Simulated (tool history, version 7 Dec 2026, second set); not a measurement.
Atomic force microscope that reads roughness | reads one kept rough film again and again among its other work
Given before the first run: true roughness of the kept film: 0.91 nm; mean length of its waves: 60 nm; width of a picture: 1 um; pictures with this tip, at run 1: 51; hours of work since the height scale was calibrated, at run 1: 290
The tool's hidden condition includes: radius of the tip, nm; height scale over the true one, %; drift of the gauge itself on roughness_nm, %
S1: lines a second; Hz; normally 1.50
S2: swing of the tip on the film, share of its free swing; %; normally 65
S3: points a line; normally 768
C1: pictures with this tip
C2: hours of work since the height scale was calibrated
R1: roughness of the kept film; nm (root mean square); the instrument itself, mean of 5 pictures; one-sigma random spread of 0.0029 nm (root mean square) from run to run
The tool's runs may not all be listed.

run	hour	S1	S2	S3	C1	C2	R1
1	0.0	1.50	65	768	51	290	0.879
2	8.6	1.50	65	768	61	294	0.879
3	17.7	1.50	65	768	72	298	0.881
4	26.2	1.50	65	325	82	302	0.874
5	44.4	1.50	65	325	103	310	0.877
6	59.1	1.50	65	768	121	316	0.879
7	66.6	1.50	65	703	129	320	0.879
8	81.8	1.50	65	703	147	326	0.880
9	91.9	1.50	65	768	159	331	0.873
10	102.0	1.50	60	768	171	335	0.878
11	110.1	1.50	65	858	181	339	0.878
12	118.1	1.50	65	858	190	342	0.875
13	127.8	1.50	87	768	201	347	0.834
14	144.8	1.50	87	768	221	354	0.829
15	156.8	1.50	87	768	235	359	0.829
16	166.5	1.90	87	768	247	364	0.815
17	181.8	1.90	87	768	265	371	0.808
18	195.1	1.90	87	768	280	376	0.806
# hour 196.4: new tip fitted
19	203.3	1.90	87	768	8	380	0.819
20	219.9	1.90	87	768	28	387	0.815
21	232.2	1.90	87	768	42	393	0.824
22	250.4	3.07	57	768	64	401	0.873
23	266.7	3.07	70	339	83	408	0.837
24	278.1	0.64	65	467	96	413	0.888
25	290.2	0.64	65	978	111	418	0.888
26	308.3	1.84	73	978	132	426	0.853
27	320.8	1.84	73	342	146	432	0.853
# hour 323.0: height scale calibrated on a step standard
28	329.3	1.45	65	722	155	3	0.877
29	340.1	1.50	69	768	168	8	0.871
30	358.2	1.50	69	768	189	16	0.871
31	367.1	3.24	68	862	200	19	0.842
# hour 381.1: height scale calibrated on a step standard, once more
32	386.4	3.17	63	332	221	2	0.847
33	395.2	3.17	63	332	231	6	0.853
34	407.5	2.09	74	764	246	12	0.843
35	419.5	2.09	74	764	260	17	0.844
36	431.2	2.09	74	764	274	22	0.843
# hour 438.4: new tip fitted
37	441.7	0.69	69	430	4	27	0.888
38	451.9	1.19	77	430	16	31	0.866

Consider 5 possible next runs. They are alternatives, not a sequence: every one starts from the tool as it was left by run 38. What does each give?
A	465.1	1.50	65	771	31	37	?
B	465.1	1.69	77	430	31	37	?
C	465.1	0.66	77	599	31	37	?
D	465.1	0.90	65	595	31	37	?
E	465.1	1.19	77	487	31	37	?

run	R1
A	0.876
B	0.854
C	0.877
D	0.892
E	0.867
Take away the tool's hidden state, keep each run's random variation, and the runs would have read:
run	R1
A	0.877
B	0.855
C	0.878
D	0.893
E	0.868
